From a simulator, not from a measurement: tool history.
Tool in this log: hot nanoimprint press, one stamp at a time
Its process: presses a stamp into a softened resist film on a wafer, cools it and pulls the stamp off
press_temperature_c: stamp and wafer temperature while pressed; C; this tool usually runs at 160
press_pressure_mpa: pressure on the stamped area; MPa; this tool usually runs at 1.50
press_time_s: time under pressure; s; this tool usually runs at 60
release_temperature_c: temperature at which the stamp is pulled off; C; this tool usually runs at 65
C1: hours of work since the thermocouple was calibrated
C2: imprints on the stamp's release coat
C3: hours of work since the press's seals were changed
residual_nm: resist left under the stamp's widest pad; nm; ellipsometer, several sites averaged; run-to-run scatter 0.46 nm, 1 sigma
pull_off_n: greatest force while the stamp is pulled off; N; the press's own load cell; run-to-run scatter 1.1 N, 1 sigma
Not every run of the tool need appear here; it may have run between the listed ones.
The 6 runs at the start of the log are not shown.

run 7 hour=44.9 | press_temperature_c=160 press_pressure_mpa=1.50 press_time_s=60 release_temperature_c=50 | C1=179 C2=993 C3=204 | residual_nm=115.6 pull_off_n=118
run 8 hour=49.5 | press_temperature_c=160 press_pressure_mpa=1.50 press_time_s=55 release_temperature_c=65 | C1=182 C2=1010 C3=206 | residual_nm=118.1 pull_off_n=101
run 9 hour=55.9 | press_temperature_c=160 press_pressure_mpa=1.50 press_time_s=55 release_temperature_c=65 | C1=185 C2=1033 C3=209 | residual_nm=118.1 pull_off_n=101
-- hour=65.3 stamp cleaned and given a new release coat
run 10 hour=68.0 | press_temperature_c=160 press_pressure_mpa=1.50 press_time_s=55 release_temperature_c=65 | C1=188 C2=10 C3=213 | residual_nm=117.2 pull_off_n=99
run 11 hour=76.7 | press_temperature_c=160 press_pressure_mpa=2.04 press_time_s=60 release_temperature_c=65 | C1=193 C2=42 C3=217 | residual_nm=97.4 pull_off_n=99
run 12 hour=81.3 | press_temperature_c=156 press_pressure_mpa=2.04 press_time_s=60 release_temperature_c=65 | C1=195 C2=58 C3=219 | residual_nm=120.7 pull_off_n=99
run 13 hour=87.7 | press_temperature_c=156 press_pressure_mpa=2.04 press_time_s=60 release_temperature_c=65 | C1=198 C2=82 C3=223 | residual_nm=120.6 pull_off_n=101
run 14 hour=94.3 | press_temperature_c=159 press_pressure_mpa=1.50 press_time_s=60 release_temperature_c=65 | C1=202 C2=106 C3=226 | residual_nm=119.8 pull_off_n=102
run 15 hour=101.8 | press_temperature_c=159 press_pressure_mpa=1.50 press_time_s=60 release_temperature_c=65 | C1=206 C2=134 C3=230 | residual_nm=119.9 pull_off_n=101
-- hour=107.0 gauge calibrated
run 16 hour=107.1 | press_temperature_c=159 press_pressure_mpa=1.50 press_time_s=36 release_temperature_c=65 | C1=209 C2=153 C3=233 | residual_nm=143.9 pull_off_n=99
run 17 hour=111.6 | press_temperature_c=169 press_pressure_mpa=2.19 press_time_s=36 release_temperature_c=65 | C1=211 C2=170 C3=235 | residual_nm=71.0 pull_off_n=98
run 18 hour=116.8 | press_temperature_c=151 press_pressure_mpa=1.27 press_time_s=37 release_temperature_c=72 | C1=214 C2=189 C3=238 | residual_nm=205.6 pull_off_n=92
run 19 hour=124.3 | press_temperature_c=151 press_pressure_mpa=1.27 press_time_s=51 release_temperature_c=72 | C1=218 C2=216 C3=242 | residual_nm=193.4 pull_off_n=95
run 20 hour=129.6 | press_temperature_c=160 press_pressure_mpa=1.24 press_time_s=41 release_temperature_c=55 | C1=220 C2=236 C3=245 | residual_nm=143.1 pull_off_n=110
run 21 hour=138.0 | press_temperature_c=160 press_pressure_mpa=1.24 press_time_s=41 release_temperature_c=55 | C1=225 C2=267 C3=249 | residual_nm=143.0 pull_off_n=109
run 22 hour=146.8 | press_temperature_c=160 press_pressure_mpa=1.24 press_time_s=32 release_temperature_c=55 | C1=229 C2=299 C3=254 | residual_nm=153.2 pull_off_n=111
run 23 hour=152.8 | press_temperature_c=160 press_pressure_mpa=1.24 press_time_s=32 release_temperature_c=55 | C1=232 C2=321 C3=257 | residual_nm=152.6 pull_off_n=110
run 24 hour=156.9 | press_temperature_c=160 press_pressure_mpa=2.07 press_time_s=96 release_temperature_c=68 | C1=235 C2=336 C3=259 | residual_nm=81.5 pull_off_n=97
run 25 hour=162.1 | press_temperature_c=156 press_pressure_mpa=2.07 press_time_s=107 release_temperature_c=68 | C1=237 C2=355 C3=262 | residual_nm=98.4 pull_off_n=97
run 26 hour=168.1 | press_temperature_c=156 press_pressure_mpa=1.25 press_time_s=83 release_temperature_c=64 | C1=240 C2=377 C3=265 | residual_nm=139.8 pull_off_n=100
run 27 hour=173.3 | press_temperature_c=160 press_pressure_mpa=2.04 press_time_s=60 release_temperature_c=65 | C1=243 C2=396 C3=267 | residual_nm=97.8 pull_off_n=99
run 28 hour=179.4 | press_temperature_c=160 press_pressure_mpa=2.04 press_time_s=60 release_temperature_c=65 | C1=246 C2=419 C3=271 | residual_nm=98.3 pull_off_n=100
run 29 hour=185.2 | press_temperature_c=160 press_pressure_mpa=2.04 press_time_s=60 release_temperature_c=65 | C1=249 C2=440 C3=274 | residual_nm=97.3 pull_off_n=101
run 30 hour=189.7 | press_temperature_c=150 press_pressure_mpa=1.57 press_time_s=94 release_temperature_c=66 | C1=252 C2=456 C3=276 | residual_nm=161.3 pull_off_n=100

4 ways to go on from here, each from the tool as it stands after run 30. What would each give?
run A hour=193.7 | press_temperature_c=151 press_pressure_mpa=1.57 press_time_s=94 release_temperature_c=66 | C1=254 C2=471 C3=278 | residual_nm=? pull_off_n=?
run B hour=193.7 | press_temperature_c=168 press_pressure_mpa=1.57 press_time_s=94 release_temperature_c=66 | C1=254 C2=471 C3=278 | residual_nm=? pull_off_n=?
run C hour=193.7 | press_temperature_c=150 press_pressure_mpa=1.16 press_time_s=53 release_temperature_c=52 | C1=254 C2=471 C3=278 | residual_nm=? pull_off_n=?
run D hour=193.7 | press_temperature_c=164 press_pressure_mpa=1.50 press_time_s=60 release_temperature_c=65 | C1=254 C2=471 C3=278 | residual_nm=? pull_off_n=?

run=A residual_nm=153.6 pull_off_n=98
run=B residual_nm=61.8 pull_off_n=101
run=C residual_nm=201.0 pull_off_n=114
run=D residual_nm=93.2 pull_off_n=97
With the hidden condition removed and each run's random variation left untouched, the same runs would have given:
run=A residual_nm=156.1 pull_off_n=98
run=B residual_nm=62.8 pull_off_n=100
run=C residual_nm=204.5 pull_off_n=113
run=D residual_nm=94.8 pull_off_n=96
